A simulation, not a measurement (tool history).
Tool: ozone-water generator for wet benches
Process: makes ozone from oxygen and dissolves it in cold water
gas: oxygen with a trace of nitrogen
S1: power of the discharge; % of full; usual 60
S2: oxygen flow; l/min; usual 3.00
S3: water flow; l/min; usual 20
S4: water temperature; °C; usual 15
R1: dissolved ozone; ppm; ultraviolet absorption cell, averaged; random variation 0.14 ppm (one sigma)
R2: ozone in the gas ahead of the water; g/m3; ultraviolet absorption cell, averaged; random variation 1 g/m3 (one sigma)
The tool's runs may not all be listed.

{"run": 1, "hour": 0.0, "S1": 60, "S2": 3.0, "S3": 20, "S4": 15, "R1": 15.4, "R2": 176.8}
{"run": 2, "hour": 123.5, "S1": 60, "S2": 3.0, "S3": 20, "S4": 15, "R1": 15.4, "R2": 174.7}
{"run": 3, "hour": 257.5, "S1": 49, "S2": 3.0, "S3": 20, "S4": 15, "R1": 14.0, "R2": 154.1}
{"run": 4, "hour": 426.7, "S1": 49, "S2": 3.0, "S3": 20, "S4": 15, "R1": 13.9, "R2": 153.0}
{"run": 5, "hour": 593.5, "S1": 49, "S2": 3.0, "S3": 20, "S4": 15, "R1": 13.7, "R2": 155.8}
{"run": 6, "hour": 711.5, "S1": 49, "S2": 3.0, "S3": 20, "S4": 15, "R1": 14.0, "R2": 153.2}
{"run": 7, "hour": 879.3, "S1": 60, "S2": 3.0, "S3": 20, "S4": 15, "R1": 15.4, "R2": 172.3}
{"run": 8, "hour": 987.2, "S1": 40, "S2": 3.0, "S3": 20, "S4": 15, "R1": 12.2, "R2": 135.7}
{"run": 9, "hour": 1131.1, "S1": 69, "S2": 3.0, "S3": 20, "S4": 15, "R1": 17.1, "R2": 185.5}
{"run": 10, "hour": 1258.5, "S1": 69, "S2": 3.0, "S3": 20, "S4": 15, "R1": 16.6, "R2": 186.6}
{"run": 11, "hour": 1358.1, "S1": 69, "S2": 3.0, "S3": 20, "S4": 15, "R1": 17.1, "R2": 184.1}
{"run": 12, "hour": 1506.4, "S1": 69, "S2": 3.0, "S3": 20, "S4": 15, "R1": 17.0, "R2": 186.8}
{"run": 13, "hour": 1668.6, "S1": 69, "S2": 3.0, "S3": 20, "S4": 15, "R1": 16.8, "R2": 183.9}
{"run": 14, "hour": 1812.4, "S1": 60, "S2": 3.0, "S3": 20, "S4": 11, "R1": 16.3, "R2": 170.8}
{"run": 15, "hour": 1944.3, "S1": 60, "S2": 2.1, "S3": 20, "S4": 15, "R1": 15.2, "R2": 216.5}
{"run": 16, "hour": 2077.7, "S1": 60, "S2": 2.1, "S3": 20, "S4": 15, "R1": 15.1, "R2": 215.2}
{"run": 17, "hour": 2161.0, "S1": 60, "S2": 2.1, "S3": 20, "S4": 9, "R1": 15.7, "R2": 214.7}
{"hour": 2207.3, "done": "water thermometer calibrated"}
{"hour": 2229.3, "done": "gauge calibrated"}
{"run": 18, "hour": 2284.2, "S1": 48, "S2": 3.0, "S3": 20, "S4": 10, "R1": 14.3, "R2": 153.9}
{"run": 19, "hour": 2386.2, "S1": 82, "S2": 4.71, "S3": 20, "S4": 15, "R1": 18.6, "R2": 154.2}
{"run": 20, "hour": 2472.3, "S1": 81, "S2": 2.63, "S3": 21, "S4": 10, "R1": 18.6, "R2": 227.5}
{"run": 21, "hour": 2574.5, "S1": 60, "S2": 1.94, "S3": 26, "S4": 19, "R1": 11.4, "R2": 230.5}
{"run": 22, "hour": 2700.9, "S1": 60, "S2": 1.94, "S3": 26, "S4": 19, "R1": 11.4, "R2": 230.9}
{"run": 23, "hour": 2850.5, "S1": 60, "S2": 1.94, "S3": 26, "S4": 19, "R1": 11.7, "R2": 233.6}
{"run": 24, "hour": 2952.7, "S1": 60, "S2": 3.58, "S3": 28, "S4": 15, "R1": 11.8, "R2": 154.1}
{"run": 25, "hour": 3039.4, "S1": 60, "S2": 3.58, "S3": 28, "S4": 15, "R1": 11.7, "R2": 154.3}
{"run": 26, "hour": 3161.0, "S1": 51, "S2": 3.0, "S3": 12, "S4": 12, "R1": 21.7, "R2": 156.5}
{"run": 27, "hour": 3276.7, "S1": 62, "S2": 1.67, "S3": 12, "S4": 9, "R1": 24.7, "R2": 255.7}
{"run": 28, "hour": 3410.2, "S1": 62, "S2": 1.67, "S3": 12, "S4": 9, "R1": 24.6, "R2": 257.2}
{"run": 29, "hour": 3532.0, "S1": 47, "S2": 3.31, "S3": 20, "S4": 10, "R1": 14.0, "R2": 139.0}
{"run": 30, "hour": 3658.8, "S1": 60, "S2": 3.46, "S3": 20, "S4": 15, "R1": 15.4, "R2": 155.1}
{"run": 31, "hour": 3776.6, "S1": 60, "S2": 3.46, "S3": 20, "S4": 15, "R1": 15.4, "R2": 156.5}
{"run": 32, "hour": 3865.8, "S1": 60, "S2": 2.05, "S3": 20, "S4": 11, "R1": 15.5, "R2": 220.2}

5 ways to go on from here, each from the tool as it stands after run 32. What would each give?
{"run": "A", "hour": 3938.3, "S1": 60, "S2": 2.05, "S3": 20, "S4": 17, "R1": "?", "R2": "?"}
{"run": "B", "hour": 3938.3, "S1": 59, "S2": 2.05, "S3": 20, "S4": 11, "R1": "?", "R2": "?"}
{"run": "C", "hour": 3938.3, "S1": 60, "S2": 1.59, "S3": 20, "S4": 7, "R1": "?", "R2": "?"}
{"run": "D", "hour": 3938.3, "S1": 60, "S2": 3.54, "S3": 20, "S4": 15, "R1": "?", "R2": "?"}
{"run": "E", "hour": 3938.3, "S1": 47, "S2": 2.15, "S3": 20, "S4": 11, "R1": "?", "R2": "?"}

run=A R1=14.8 R2=219.9
run=B R1=15.4 R2=216.4
run=C R1=15.2 R2=259.7
run=D R1=15.8 R2=153.0
run=E R1=13.5 R2=184.6
Without the tool's hidden state the same runs would have given:
run=A R1=14.8 R2=225.3
run=B R1=15.5 R2=221.7
run=C R1=15.2 R2=266.0
run=D R1=15.8 R2=156.7
run=E R1=13.5 R2=189.1

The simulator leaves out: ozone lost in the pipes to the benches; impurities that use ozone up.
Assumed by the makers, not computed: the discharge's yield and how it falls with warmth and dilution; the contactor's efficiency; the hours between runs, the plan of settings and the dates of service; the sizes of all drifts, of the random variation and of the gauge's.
